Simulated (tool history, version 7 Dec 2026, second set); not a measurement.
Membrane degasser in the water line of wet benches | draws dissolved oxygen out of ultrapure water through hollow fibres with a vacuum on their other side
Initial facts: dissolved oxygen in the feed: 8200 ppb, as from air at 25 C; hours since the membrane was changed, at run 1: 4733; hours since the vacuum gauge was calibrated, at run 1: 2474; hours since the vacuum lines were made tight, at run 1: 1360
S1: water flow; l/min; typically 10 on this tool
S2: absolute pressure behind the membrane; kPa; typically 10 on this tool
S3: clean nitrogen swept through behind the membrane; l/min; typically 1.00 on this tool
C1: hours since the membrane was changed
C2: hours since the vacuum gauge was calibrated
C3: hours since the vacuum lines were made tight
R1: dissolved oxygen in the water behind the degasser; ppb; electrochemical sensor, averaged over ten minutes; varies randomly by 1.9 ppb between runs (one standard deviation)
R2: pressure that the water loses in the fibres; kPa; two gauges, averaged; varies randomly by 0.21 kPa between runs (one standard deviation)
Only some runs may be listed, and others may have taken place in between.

{"run": 1, "day": 0.0, "S1": 10, "S2": 10, "S3": 1.0, "C1": 4733, "C2": 2474, "C3": 1360, "R1": 197.8, "R2": 54.33}
{"run": 2, "day": 2.821, "S1": 10, "S2": 10, "S3": 1.0, "C1": 4801, "C2": 2542, "C3": 1428, "R1": 198.1, "R2": 54.18}
{"run": 3, "day": 6.104, "S1": 10, "S2": 10, "S3": 1.0, "C1": 4880, "C2": 2621, "C3": 1507, "R1": 199.0, "R2": 54.44}
{"run": 4, "day": 9.067, "S1": 10, "S2": 10, "S3": 1.0, "C1": 4951, "C2": 2692, "C3": 1578, "R1": 199.3, "R2": 53.99}
{"run": 5, "day": 14.358, "S1": 10, "S2": 10, "S3": 1.0, "C1": 5078, "C2": 2819, "C3": 1705, "R1": 199.9, "R2": 54.44}
{"run": 6, "day": 19.421, "S1": 10, "S2": 10, "S3": 2.89, "C1": 5199, "C2": 2940, "C3": 1826, "R1": 97.5, "R2": 54.16}
{"run": 7, "day": 21.662, "S1": 10, "S2": 10, "S3": 2.89, "C1": 5253, "C2": 2994, "C3": 1880, "R1": 96.3, "R2": 53.96}
{"run": 8, "day": 26.521, "S1": 10, "S2": 10, "S3": 2.89, "C1": 5370, "C2": 3111, "C3": 1997, "R1": 96.9, "R2": 54.46}

Forecast run 9:
{"run": 9, "day": 30.946, "S1": 7, "S2": 10, "S3": 2.89, "C1": 5476, "C2": 3217, "C3": 2103, "R1": "?", "R2": "?"}

Logged for run 9: R1 49.2 ppb, R2 38.14 kPa.
Take away the tool's hidden state, keep the run-to-run variation as it was, and the same run would have given R1 44.5 ppb, R2 36.03 kPa.
